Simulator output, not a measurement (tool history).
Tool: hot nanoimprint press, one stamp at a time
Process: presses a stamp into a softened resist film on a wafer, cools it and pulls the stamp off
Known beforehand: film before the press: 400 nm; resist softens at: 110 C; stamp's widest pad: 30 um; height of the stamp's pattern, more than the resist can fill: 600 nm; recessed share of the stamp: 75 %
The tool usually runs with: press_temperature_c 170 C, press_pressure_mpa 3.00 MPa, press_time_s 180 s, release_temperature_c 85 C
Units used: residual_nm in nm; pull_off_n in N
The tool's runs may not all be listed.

run	hour	press_temperature_c	press_pressure_mpa	press_time_s	release_temperature_c	residual_nm	pull_off_n
1	0.0	170	3.00	180	85	216.9	112
2	17.4	170	3.00	180	85	217.7	120
3	37.4	170	3.00	180	85	215.9	120
4	76.5	170	3.00	180	85	215.8	112
5	93.9	165	3.00	180	85	270.5	118
6	114.5	165	3.00	180	85	270.6	117
7	141.0	165	3.00	180	85	268.3	118
8	159.7	170	3.00	180	85	218.1	108
# hour 192.4: stamp cleaned and given a new release coat
9	193.0	164	3.00	180	85	280.3	113
10	223.1	178	3.00	93	85	182.2	117
11	247.8	170	3.88	180	85	188.1	120
12	281.1	166	3.88	180	85	231.1	112
13	297.3	177	3.88	180	93	131.3	106
14	332.9	164	3.14	112	93	305.4	111
15	358.3	164	3.14	112	93	306.9	104
16	392.9	164	3.14	112	93	307.6	105
17	421.0	175	4.05	103	83	170.7	119
18	438.1	170	3.00	232	76	200.8	124

Below are 4 alternative next runs, each starting from the tool's condition after run 18. Predict each:
A	454.5	158	1.89	180	85	?	?
B	454.5	170	1.98	249	77	?	?
C	454.5	165	3.00	307	76	?	?
D	454.5	178	3.60	232	73	?	?

run	residual_nm	pull_off_n
A	367.0	117
B	244.7	126
C	235.2	125
D	119.9	128
Without the tool's hidden state the same runs would have given:
run	residual_nm	pull_off_n
A	366.9	116
B	244.3	125
C	234.9	124
D	119.7	126

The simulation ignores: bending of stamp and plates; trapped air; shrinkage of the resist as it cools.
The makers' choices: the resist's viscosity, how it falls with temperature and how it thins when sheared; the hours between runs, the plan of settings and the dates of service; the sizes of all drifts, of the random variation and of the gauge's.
